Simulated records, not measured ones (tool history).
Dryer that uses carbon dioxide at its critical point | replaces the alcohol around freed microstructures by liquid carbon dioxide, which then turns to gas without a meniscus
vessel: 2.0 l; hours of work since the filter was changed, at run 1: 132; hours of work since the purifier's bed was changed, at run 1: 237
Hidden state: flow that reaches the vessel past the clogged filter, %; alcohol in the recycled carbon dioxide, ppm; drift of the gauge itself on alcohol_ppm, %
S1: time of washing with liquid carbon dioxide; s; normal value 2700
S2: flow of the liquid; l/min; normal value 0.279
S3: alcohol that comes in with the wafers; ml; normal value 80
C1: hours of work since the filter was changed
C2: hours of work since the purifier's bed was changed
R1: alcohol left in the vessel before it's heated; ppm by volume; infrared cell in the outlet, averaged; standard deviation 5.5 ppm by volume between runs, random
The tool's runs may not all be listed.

run 1 hour=0.0 | S1=2700 S2=0.279 S3=80 | C1=132 C2=237 | R1=276
run 2 hour=21.8 | S1=2700 S2=0.279 S3=80 | C1=139 C2=244 | R1=301
run 3 hour=43.2 | S1=2700 S2=0.279 S3=80 | C1=145 C2=250 | R1=302
run 4 hour=62.2 | S1=2700 S2=0.220 S3=80 | C1=151 C2=256 | R1=749
run 5 hour=87.5 | S1=2640 S2=0.279 S3=80 | C1=159 C2=264 | R1=342
run 6 hour=111.7 | S1=2640 S2=0.279 S3=80 | C1=166 C2=271 | R1=357
run 7 hour=125.4 | S1=1620 S2=0.279 S3=80 | C1=170 C2=275 | R1=2003
run 8 hour=145.4 | S1=1620 S2=0.279 S3=80 | C1=176 C2=282 | R1=2107
run 9 hour=172.8 | S1=1860 S2=0.279 S3=80 | C1=185 C2=290 | R1=1345
run 10 hour=184.2 | S1=2400 S2=0.362 S3=80 | C1=188 C2=293 | R1=202
run 11 hour=195.9 | S1=2400 S2=0.362 S3=80 | C1=192 C2=297 | R1=190

Below are 3 alternative next runs, each starting from the tool's condition after run 11. Predict each:
run A hour=220.8 | S1=2040 S2=0.279 S3=46 | C1=199 C2=305 | R1=?
run B hour=220.8 | S1=2400 S2=0.400 S3=80 | C1=199 C2=305 | R1=?
run C hour=220.8 | S1=4260 S2=0.182 S3=58 | C1=199 C2=305 | R1=?

run=A R1=600
run=B R1=146
run=C R1=232
The same runs, with their run-to-run variation unchanged, on a tool lacking any hidden condition would have given:
run=A R1=340
run=B R1=44
run=C R1=91
